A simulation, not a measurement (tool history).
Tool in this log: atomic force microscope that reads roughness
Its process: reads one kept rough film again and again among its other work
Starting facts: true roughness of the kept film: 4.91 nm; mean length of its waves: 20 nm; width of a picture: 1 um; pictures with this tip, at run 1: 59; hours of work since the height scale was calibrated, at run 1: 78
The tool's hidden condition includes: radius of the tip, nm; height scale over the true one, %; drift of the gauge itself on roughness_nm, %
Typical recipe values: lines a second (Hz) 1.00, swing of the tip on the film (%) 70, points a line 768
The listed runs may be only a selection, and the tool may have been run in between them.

run,hour,lines a second (Hz),swing of the tip on the film (%),points a line,pictures with this tip,hours of work since the height scale was calibrated,roughness of the kept film (nm (root mean square))
1,0.0,1.00,70,768,59,78,2.484
2,11.4,1.00,70,768,75,84,2.292
# hour 19.7: new tip fitted
3,23.4,1.00,70,768,5,89,3.581
4,32.7,1.00,70,768,18,93,3.273
5,44.0,1.00,75,768,34,99,2.889
6,53.4,1.00,75,768,47,103,2.678
7,60.7,1.00,75,768,57,106,2.535
8,71.1,2.67,70,768,71,111,2.220
# hour 82.1: new tip fitted
9,86.0,2.67,70,768,5,118,3.278
10,96.5,2.67,70,768,19,123,3.007
11,108.2,1.00,70,410,36,128,2.849
12,122.6,1.00,70,410,56,135,2.576
13,130.0,1.00,70,768,66,138,2.450
14,140.5,1.00,70,768,81,143,2.277
# hour 145.0: new tip fitted
15,148.8,1.00,70,768,5,147,3.577
16,154.9,1.00,70,768,14,150,3.331
17,164.5,1.00,70,768,27,154,3.061
18,173.7,1.00,70,768,40,159,2.834
19,184.7,1.00,59,768,55,164,2.686
20,197.2,1.00,59,768,72,170,2.468
# hour 208.3: new tip fitted
21,208.3,1.00,59,768,0,175,3.762
22,217.4,1.00,76,768,13,179,3.310
23,231.8,1.00,76,768,33,186,2.907
24,245.6,1.00,70,768,52,192,2.619
25,257.8,1.00,70,768,69,198,2.396
26,268.3,1.00,70,768,83,203,2.282
# hour 270.7: new tip fitted
27,282.2,1.00,66,371,16,209,3.258
28,294.6,1.00,80,732,33,215,2.854
29,304.5,2.60,70,732,47,219,2.497
30,315.1,2.60,62,732,61,224,2.442
31,324.0,0.61,70,768,74,228,2.415
# hour 326.0: height scale calibrated on a step standard
# hour 335.2: new tip fitted
32,339.3,0.65,59,374,6,6,3.669
33,350.6,0.65,76,345,21,11,3.174
34,362.7,3.81,70,874,38,17,2.546
35,377.2,3.81,70,874,58,24,2.288
36,384.8,2.05,70,381,69,27,2.307
37,390.8,2.05,70,381,77,30,2.233
# hour 397.4: new tip fitted
38,397.4,3.19,80,337,0,33,2.963
# hour 400.5: height scale calibrated on a step standard, once more
39,411.5,3.19,80,337,18,5,2.640
40,420.8,3.19,80,337,31,9,2.446
41,428.9,3.19,80,337,42,13,2.278
42,436.0,1.00,63,477,52,17,2.707
43,447.2,1.00,63,477,67,22,2.534
44,459.6,1.00,56,432,84,28,2.351
# hour 461.8: new tip fitted
45,473.2,1.00,56,432,16,34,3.351
46,486.3,1.00,56,432,34,40,2.985
47,494.9,2.52,68,469,46,44,2.555
48,502.6,0.57,70,293,56,47,2.561
49,510.8,0.57,70,293,68,51,2.406
50,520.4,0.67,83,768,81,56,2.251
# hour 525.5: new tip fitted
51,531.4,0.73,83,452,8,61,3.422

Forecast each of these 4 alternatives for the next run:
A,539.8,2.35,76,768,20,65,?
B,539.8,3.03,64,679,20,65,?
C,539.8,1.00,79,368,20,65,?
D,539.8,0.73,83,632,20,65,?

run,roughness of the kept film (nm (root mean square))
A,2.956
B,3.117
C,3.158
D,3.209
Stripped of hidden state, with their random variation kept, the same runs would have yielded:
run,roughness of the kept film (nm (root mean square))
A,3.360
B,3.542
C,3.589
D,3.647

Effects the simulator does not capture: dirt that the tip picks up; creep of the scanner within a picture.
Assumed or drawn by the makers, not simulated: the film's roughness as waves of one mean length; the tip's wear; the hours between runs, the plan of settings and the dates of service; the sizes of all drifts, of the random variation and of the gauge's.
